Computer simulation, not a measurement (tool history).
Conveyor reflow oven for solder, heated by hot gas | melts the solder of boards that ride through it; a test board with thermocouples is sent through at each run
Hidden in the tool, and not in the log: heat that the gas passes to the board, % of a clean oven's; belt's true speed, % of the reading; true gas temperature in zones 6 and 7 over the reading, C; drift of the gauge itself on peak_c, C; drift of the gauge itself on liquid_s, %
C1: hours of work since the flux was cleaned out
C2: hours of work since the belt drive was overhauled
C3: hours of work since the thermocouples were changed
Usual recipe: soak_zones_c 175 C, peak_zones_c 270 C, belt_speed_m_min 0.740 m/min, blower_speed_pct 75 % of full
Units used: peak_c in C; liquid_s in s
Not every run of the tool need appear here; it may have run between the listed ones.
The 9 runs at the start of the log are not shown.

{"run": 10, "day": 17.567, "soak_zones_c": 175, "peak_zones_c": 270, "belt_speed_m_min": 0.624, "blower_speed_pct": 75, "C1": 223, "C2": 287, "C3": 185, "peak_c": 258.9, "liquid_s": 55.8}
{"run": 11, "day": 19.017, "soak_zones_c": 175, "peak_zones_c": 271, "belt_speed_m_min": 0.74, "blower_speed_pct": 75, "C1": 237, "C2": 301, "C3": 199, "peak_c": 254.9, "liquid_s": 44.5}
{"day": 19.45, "done": "belt drive overhauled, speed set with a stopwatch"}
{"run": 12, "day": 20.592, "soak_zones_c": 175, "peak_zones_c": 270, "belt_speed_m_min": 0.74, "blower_speed_pct": 75, "C1": 250, "C2": 11, "C3": 212, "peak_c": 253.3, "liquid_s": 43.8}
{"run": 13, "day": 22.304, "soak_zones_c": 175, "peak_zones_c": 270, "belt_speed_m_min": 0.74, "blower_speed_pct": 75, "C1": 267, "C2": 27, "C3": 229, "peak_c": 254.6, "liquid_s": 43.8}
{"run": 14, "day": 24.788, "soak_zones_c": 175, "peak_zones_c": 270, "belt_speed_m_min": 0.74, "blower_speed_pct": 75, "C1": 291, "C2": 51, "C3": 253, "peak_c": 253.6, "liquid_s": 43.6}
{"run": 15, "day": 26.917, "soak_zones_c": 175, "peak_zones_c": 270, "belt_speed_m_min": 0.74, "blower_speed_pct": 75, "C1": 311, "C2": 72, "C3": 273, "peak_c": 253.3, "liquid_s": 43.6}
{"run": 16, "day": 28.267, "soak_zones_c": 175, "peak_zones_c": 270, "belt_speed_m_min": 0.74, "blower_speed_pct": 75, "C1": 324, "C2": 85, "C3": 286, "peak_c": 253.8, "liquid_s": 43.4}
{"run": 17, "day": 29.762, "soak_zones_c": 175, "peak_zones_c": 270, "belt_speed_m_min": 0.851, "blower_speed_pct": 83, "C1": 338, "C2": 99, "C3": 301, "peak_c": 250.2, "liquid_s": 35.5}
{"run": 18, "day": 31.571, "soak_zones_c": 175, "peak_zones_c": 270, "belt_speed_m_min": 0.851, "blower_speed_pct": 83, "C1": 356, "C2": 116, "C3": 318, "peak_c": 250.4, "liquid_s": 35.4}
{"day": 34.012, "done": "belt drive overhauled, speed set with a stopwatch, once more"}
{"day": 34.633, "done": "flux residue cleaned out of gas plates and filters"}
{"run": 19, "day": 34.746, "soak_zones_c": 162, "peak_zones_c": 282, "belt_speed_m_min": 0.69, "blower_speed_pct": 51, "C1": 1, "C2": 5, "C3": 345, "peak_c": 260.3, "liquid_s": 46.0}
{"run": 20, "day": 36.246, "soak_zones_c": 168, "peak_zones_c": 282, "belt_speed_m_min": 0.69, "blower_speed_pct": 72, "C1": 16, "C2": 19, "C3": 359, "peak_c": 266.8, "liquid_s": 51.4}
{"run": 21, "day": 38.917, "soak_zones_c": 168, "peak_zones_c": 282, "belt_speed_m_min": 0.69, "blower_speed_pct": 72, "C1": 41, "C2": 45, "C3": 385, "peak_c": 266.2, "liquid_s": 50.8}
{"run": 22, "day": 41.35, "soak_zones_c": 168, "peak_zones_c": 282, "belt_speed_m_min": 0.69, "blower_speed_pct": 72, "C1": 65, "C2": 68, "C3": 408, "peak_c": 266.1, "liquid_s": 50.5}
{"run": 23, "day": 43.554, "soak_zones_c": 168, "peak_zones_c": 282, "belt_speed_m_min": 0.69, "blower_speed_pct": 72, "C1": 86, "C2": 90, "C3": 429, "peak_c": 266.4, "liquid_s": 51.4}
{"run": 24, "day": 45.708, "soak_zones_c": 168, "peak_zones_c": 282, "belt_speed_m_min": 0.69, "blower_speed_pct": 72, "C1": 106, "C2": 110, "C3": 450, "peak_c": 265.5, "liquid_s": 50.8}
{"run": 25, "day": 48.567, "soak_zones_c": 177, "peak_zones_c": 270, "belt_speed_m_min": 0.639, "blower_speed_pct": 60, "C1": 134, "C2": 138, "C3": 478, "peak_c": 256.4, "liquid_s": 52.9}
{"run": 26, "day": 51.438, "soak_zones_c": 177, "peak_zones_c": 262, "belt_speed_m_min": 0.594, "blower_speed_pct": 60, "C1": 161, "C2": 165, "C3": 505, "peak_c": 250.5, "liquid_s": 54.6}
{"run": 27, "day": 54.121, "soak_zones_c": 177, "peak_zones_c": 262, "belt_speed_m_min": 0.594, "blower_speed_pct": 60, "C1": 187, "C2": 191, "C3": 531, "peak_c": 250.5, "liquid_s": 54.1}
{"run": 28, "day": 55.608, "soak_zones_c": 177, "peak_zones_c": 275, "belt_speed_m_min": 0.594, "blower_speed_pct": 63, "C1": 201, "C2": 205, "C3": 545, "peak_c": 262.5, "liquid_s": 60.8}
{"run": 29, "day": 58.458, "soak_zones_c": 175, "peak_zones_c": 272, "belt_speed_m_min": 0.74, "blower_speed_pct": 69, "C1": 229, "C2": 233, "C3": 573, "peak_c": 254.5, "liquid_s": 43.6}
{"run": 30, "day": 59.729, "soak_zones_c": 172, "peak_zones_c": 267, "belt_speed_m_min": 0.74, "blower_speed_pct": 75, "C1": 241, "C2": 245, "C3": 585, "peak_c": 250.6, "liquid_s": 41.0}
{"run": 31, "day": 61.212, "soak_zones_c": 167, "peak_zones_c": 270, "belt_speed_m_min": 0.665, "blower_speed_pct": 53, "C1": 255, "C2": 259, "C3": 599, "peak_c": 250.9, "liquid_s": 44.4}

What if the next run were any one of these 3? Each begins from the tool's condition after run 31:
{"run": "A", "day": 64.025, "soak_zones_c": 175, "peak_zones_c": 265, "belt_speed_m_min": 0.597, "blower_speed_pct": 54, "C1": 282, "C2": 286, "C3": 626, "peak_c": "?", "liquid_s": "?"}
{"run": "B", "day": 64.025, "soak_zones_c": 187, "peak_zones_c": 265, "belt_speed_m_min": 0.665, "blower_speed_pct": 69, "C1": 282, "C2": 286, "C3": 626, "peak_c": "?", "liquid_s": "?"}
{"run": "C", "day": 64.025, "soak_zones_c": 162, "peak_zones_c": 282, "belt_speed_m_min": 0.74, "blower_speed_pct": 81, "C1": 282, "C2": 286, "C3": 626, "peak_c": "?", "liquid_s": "?"}

run=A peak_c=251.5 liquid_s=53.5
run=B peak_c=252.8 liquid_s=52.2
run=C peak_c=262.7 liquid_s=44.8
Without the tool's hidden state the same runs would have given:
run=A peak_c=253.3 liquid_s=54.9
run=B peak_c=254.6 liquid_s=53.4
run=C peak_c=265.5 liquid_s=46.1
